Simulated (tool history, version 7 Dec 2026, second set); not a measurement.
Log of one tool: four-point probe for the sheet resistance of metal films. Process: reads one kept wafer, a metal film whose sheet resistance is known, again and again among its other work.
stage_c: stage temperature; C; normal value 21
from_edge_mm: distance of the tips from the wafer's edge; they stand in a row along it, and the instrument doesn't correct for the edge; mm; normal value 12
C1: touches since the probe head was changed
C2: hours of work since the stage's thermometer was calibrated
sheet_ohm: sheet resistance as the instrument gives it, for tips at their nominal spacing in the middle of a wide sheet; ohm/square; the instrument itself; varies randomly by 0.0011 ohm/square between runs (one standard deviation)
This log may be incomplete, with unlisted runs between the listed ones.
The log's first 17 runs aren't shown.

run 18 hour=415.6 | stage_c=21 from_edge_mm=12 | C1=23928 C2=985 | sheet_ohm=5.581779
run 19 hour=446.7 | stage_c=21 from_edge_mm=46 | C1=24900 C2=1008 | sheet_ohm=5.576040
run 20 hour=463.0 | stage_c=21 from_edge_mm=12 | C1=25410 C2=1020 | sheet_ohm=5.581360
run 21 hour=484.5 | stage_c=21 from_edge_mm=12 | C1=26081 C2=1036 | sheet_ohm=5.583796
run 22 hour=506.1 | stage_c=21 from_edge_mm=12 | C1=26757 C2=1053 | sheet_ohm=5.582701
run 23 hour=533.9 | stage_c=26 from_edge_mm=28 | C1=27625 C2=1074 | sheet_ohm=5.550269
run 24 hour=559.0 | stage_c=24 from_edge_mm=59 | C1=28412 C2=1092 | sheet_ohm=5.561165
run 25 hour=591.1 | stage_c=27 from_edge_mm=33 | C1=29412 C2=1116 | sheet_ohm=5.547133
run 26 hour=610.7 | stage_c=19 from_edge_mm=8 | C1=30026 C2=1131 | sheet_ohm=5.606210
run 27 hour=643.7 | stage_c=22 from_edge_mm=8 | C1=31058 C2=1156 | sheet_ohm=5.589779
run 28 hour=669.3 | stage_c=19 from_edge_mm=12 | C1=31859 C2=1175 | sheet_ohm=5.596561
run 29 hour=696.4 | stage_c=19 from_edge_mm=12 | C1=32707 C2=1196 | sheet_ohm=5.595698
run 30 hour=722.1 | stage_c=19 from_edge_mm=12 | C1=33508 C2=1215 | sheet_ohm=5.595933
run 31 hour=751.2 | stage_c=25 from_edge_mm=12 | C1=34419 C2=1237 | sheet_ohm=5.566876
run 32 hour=767.5 | stage_c=19 from_edge_mm=4 | C1=34928 C2=1249 | sheet_ohm=5.666278
run 33 hour=785.5 | stage_c=20 from_edge_mm=11 | C1=35491 C2=1262 | sheet_ohm=5.594006
run 34 hour=816.3 | stage_c=20 from_edge_mm=25 | C1=36455 C2=1285 | sheet_ohm=5.584822
run 35 hour=839.2 | stage_c=30 from_edge_mm=13 | C1=37169 C2=1303 | sheet_ohm=5.539347
run 36 hour=864.6 | stage_c=34 from_edge_mm=38 | C1=37963 C2=1322 | sheet_ohm=5.516243
run 37 hour=885.4 | stage_c=21 from_edge_mm=72 | C1=38614 C2=1337 | sheet_ohm=5.578822
run 38 hour=906.2 | stage_c=21 from_edge_mm=72 | C1=39264 C2=1353 | sheet_ohm=5.580752
run 39 hour=935.4 | stage_c=18 from_edge_mm=24 | C1=40176 C2=1375 | sheet_ohm=5.598283

Here are 3 independent what-if runs from the current tool condition. What would each one return?
run A hour=965.9 | stage_c=18 from_edge_mm=6 | C1=41130 C2=1398 | sheet_ohm=?
run B hour=965.9 | stage_c=35 from_edge_mm=28 | C1=41130 C2=1398 | sheet_ohm=?
run C hour=965.9 | stage_c=21 from_edge_mm=60 | C1=41130 C2=1398 | sheet_ohm=?

run=A sheet_ohm=5.631334
run=B sheet_ohm=5.515115
run=C sheet_ohm=5.582697
With the hidden condition removed and each run's random variation left untouched, the same runs would have given:
run=A sheet_ohm=5.621904
run=B sheet_ohm=5.505646
run=C sheet_ohm=5.573300
